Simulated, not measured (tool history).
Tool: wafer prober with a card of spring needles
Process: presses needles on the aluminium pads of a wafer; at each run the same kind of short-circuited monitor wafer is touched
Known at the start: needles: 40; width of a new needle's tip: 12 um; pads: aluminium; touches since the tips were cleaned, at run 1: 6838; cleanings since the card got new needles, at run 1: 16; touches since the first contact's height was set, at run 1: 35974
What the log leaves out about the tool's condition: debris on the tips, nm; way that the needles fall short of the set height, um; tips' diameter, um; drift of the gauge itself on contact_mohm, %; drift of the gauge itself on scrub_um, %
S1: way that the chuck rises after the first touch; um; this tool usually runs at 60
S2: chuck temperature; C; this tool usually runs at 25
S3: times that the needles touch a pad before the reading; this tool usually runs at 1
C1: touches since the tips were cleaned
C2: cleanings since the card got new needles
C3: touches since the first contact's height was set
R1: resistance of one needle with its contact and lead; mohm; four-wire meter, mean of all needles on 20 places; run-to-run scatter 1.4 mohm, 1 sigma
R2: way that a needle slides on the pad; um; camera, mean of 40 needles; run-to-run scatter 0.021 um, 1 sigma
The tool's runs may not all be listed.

Run 1, day 0.000: usual settings; C1 6838; C2 16; C3 35974. Result: R1 128 mohm, R2 8.56 um.
At day 0.096: tips cleaned on abrasive film.
At day 0.654: tips cleaned on abrasive film.
Run 2, day 0.817: usual settings; C1 2340; C2 18; C3 47534. Result: R1 121 mohm, R2 8.55 um.
At day 1.208: tips cleaned on abrasive film.
At day 1.804: tips cleaned on abrasive film.
Run 3, day 1.833: usual settings; C1 444; C2 20; C3 62009. Result: R1 127 mohm, R2 8.54 um.
At day 2.392: tips cleaned on abrasive film.
Run 4, day 2.662: usual settings; C1 3907; C2 21; C3 73797. Result: R1 125 mohm, R2 8.53 um.
At day 2.971: tips cleaned on abrasive film.
At day 3.533: tips cleaned on abrasive film.
Run 5, day 3.754: usual settings but S2 54 C; C1 3130; C2 23; C3 89288. Result: R1 129 mohm, R2 8.54 um.
At day 4.138: tips cleaned on abrasive film.
Run 6, day 4.467: usual settings; C1 4680; C2 24; C3 99444. Result: R1 122 mohm, R2 8.56 um.
At day 4.754: tips cleaned on abrasive film.
Run 7, day 4.942: usual settings; C1 2691; C2 25; C3 106192. Result: R1 125 mohm, R2 8.54 um.
At day 5.358: tips cleaned on abrasive film.
At day 5.371: height of the first contact set anew.
Run 8, day 5.538: usual settings; C1 2353; C2 26; C3 2353. Result: R1 127 mohm, R2 8.52 um.
At day 6.012: tips cleaned on abrasive film.
Run 9, day 6.358: usual settings but S3 2; C1 4933; C2 27; C3 14030. Result: R1 126 mohm, R2 8.54 um.
At day 6.579: tips cleaned on abrasive film.
Run 10, day 6.971: usual settings but S1 66 um, S2 28 C, S3 2; C1 5625; C2 28; C3 22770. Result: R1 123 mohm, R2 9.39 um.
At day 7.138: tips cleaned on abrasive film.
At day 7.692: tips cleaned on abrasive film.
Run 11, day 8.054: usual settings but S1 61 um, S2 65 C; C1 5208; C2 30; C3 38184. Result: R1 131 mohm, R2 8.65 um.
At day 8.304: tips cleaned on abrasive film.
At day 8.854: tips cleaned on abrasive film.
Run 12, day 9.042: usual settings but S1 55 um, S2 65 C; C1 2687; C2 32; C3 52162. Result: R1 136 mohm, R2 7.85 um.
At day 9.462: tips cleaned on abrasive film.
At day 10.050: tips cleaned on abrasive film.
Run 13, day 10.125: usual settings but S1 54 um, S2 56 C, S3 3; C1 1086; C2 34; C3 67576. Result: R1 132 mohm, R2 7.68 um.
At day 10.654: tips cleaned on abrasive film.
Run 14, day 10.817: usual settings but S1 54 um, S2 56 C, S3 3; C1 2297; C2 35; C3 77379. Result: R1 132 mohm, R2 7.68 um.
At day 11.262: tips cleaned on abrasive film.
Run 15, day 11.704: usual settings but S1 74 um, S2 81 C; C1 6310; C2 36; C3 90025. Result: R1 131 mohm, R2 10.56 um.
At day 11.842: tips cleaned on abrasive film.
At day 12.396: tips cleaned on abrasive film.
Run 16, day 12.500: usual settings but S1 56 um, S2 81 C, S3 2; C1 1475; C2 38; C3 101321. Result: R1 132 mohm, R2 7.98 um.
At day 12.962: tips cleaned on abrasive film.
Run 17, day 13.096: usual settings but S1 56 um, S2 81 C, S3 2; C1 1882; C2 39; C3 109794. Result: R1 136 mohm, R2 7.94 um.

Entry by entry between the runs, the difference in hidden state between the last listed run before and the first listed run after:
Runs 1 to 2: tips cleaned on abrasive film (day 0.096); tips cleaned on abrasive film (day 0.654)
  debris on the tips, nm: 1 -> 0.5
Runs 2 to 3: tips cleaned on abrasive film (day 1.208); tips cleaned on abrasive film (day 1.804)
  debris on the tips, nm: 0.5 -> 0.2; way that the needles fall short of the set height, um: 0 -> 0.01; tips' diameter, um: 12 -> 12.01
Runs 3 to 4: tips cleaned on abrasive film (day 2.392)
  debris on the tips, nm: 0.2 -> 0.8
Runs 4 to 5: tips cleaned on abrasive film (day 2.971); tips cleaned on abrasive film (day 3.533)
  debris on the tips, nm: 0.8 -> 0.6
Runs 5 to 6: tips cleaned on abrasive film (day 4.138)
  debris on the tips, nm: 0.6 -> 0.8
Runs 6 to 7: tips cleaned on abrasive film (day 4.754)
  debris on the tips, nm: 0.8 -> 0.5
Runs 7 to 8: tips cleaned on abrasive film (day 5.358); height of the first contact set anew (day 5.371)
  debris on the tips, nm: 0.5 -> 0.6; way that the needles fall short of the set height, um: 0.01 -> 0
Runs 8 to 9: tips cleaned on abrasive film (day 6.012)
  debris on the tips, nm: 0.6 -> 0.8
Runs 9 to 10: tips cleaned on abrasive film (day 6.579)
  debris on the tips, nm: 0.8 -> 0.9
Runs 10 to 11: tips cleaned on abrasive film (day 7.138); tips cleaned on abrasive film (day 7.692)
  debris on the tips, nm: 0.9 -> 0.8
Runs 11 to 12: tips cleaned on abrasive film (day 8.304); tips cleaned on abrasive film (day 8.854)
  debris on the tips, nm: 0.8 -> 0.6
Runs 12 to 13: tips cleaned on abrasive film (day 9.462); tips cleaned on abrasive film (day 10.050)
  debris on the tips, nm: 0.6 -> 0.3; way that the needles fall short of the set height, um: 0 -> 0.01
Runs 13 to 14: tips cleaned on abrasive film (day 10.654)
  debris on the tips, nm: 0.3 -> 0.5
Runs 14 to 15: tips cleaned on abrasive film (day 11.262)
  debris on the tips, nm: 0.5 -> 0.9
Runs 15 to 16: tips cleaned on abrasive film (day 11.842); tips cleaned on abrasive film (day 12.396)
  debris on the tips, nm: 0.9 -> 0.4
Runs 16 to 17: tips cleaned on abrasive film (day 12.962)
  the hidden state is the same at both runs
